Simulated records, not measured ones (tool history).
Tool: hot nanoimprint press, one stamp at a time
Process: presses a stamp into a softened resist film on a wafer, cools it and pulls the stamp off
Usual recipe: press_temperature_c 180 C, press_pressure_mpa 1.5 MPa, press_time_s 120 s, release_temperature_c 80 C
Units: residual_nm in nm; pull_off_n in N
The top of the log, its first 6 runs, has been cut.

run	day	press_temperature_c	press_pressure_mpa	press_time_s	release_temperature_c	residual_nm	pull_off_n
7	3.429	180	1.47	120	80	140	169
8	3.754	180	1.47	193	80	116.1	173
9	4.125	180	1.34	120	80	145.4	171
10	4.642	180	1.5	120	80	137.4	177
11	5	180	1.5	120	80	137.2	172
12	5.517	180	1.5	120	80	137.5	178
13	6.058	180	1.5	120	80	137.6	175
14	6.362	180	1.5	120	80	137.6	178
# day 6.538: plate thermocouple calibrated
15	6.858	180	1.5	120	80	136.1	178
16	7.283	180	1.5	120	80	135.4	179
# day 7.7: stamp cleaned and given a new release coat
17	8.075	180	1.5	120	80	135.2	156
18	8.621	174	1.45	94	82	190.5	145
19	8.912	174	1.45	94	82	192.4	146
20	9.3	174	1.45	94	82	192	146
21	9.854	180	1.12	113	80	158	157
# day 10.279: plate thermocouple calibrated, once more
22	10.492	188	1.68	113	80	93	158
23	11.171	169	1.21	120	80	230.5	162
24	11.629	170	1.28	120	80	221.8	161
25	12.071	192	1.87	120	80	70.3	165
26	12.533	192	1.87	120	80	70.1	164
27	13.104	181	1.35	120	80	141.9	168
28	13.558	181	1.35	120	80	139	169
29	13.854	180	2.05	120	66	119	226
30	14.521	172	1.25	151	81	196.9	163

Consider 3 possible next runs. They are alternatives, not a sequence: every one starts from the tool as it was left by run 30. What does each give?
A	14.829	172	1.25	139	83	?	?
B	14.829	180	1.5	120	83	?	?
C	14.829	174	1.82	82	80	?	?

run	residual_nm	pull_off_n
A	201.6	156
B	139.1	157
C	188.2	170
Had the tool no hidden state, the same runs would have come out as:
run	residual_nm	pull_off_n
A	204.5	145
B	141.6	146
C	191	158
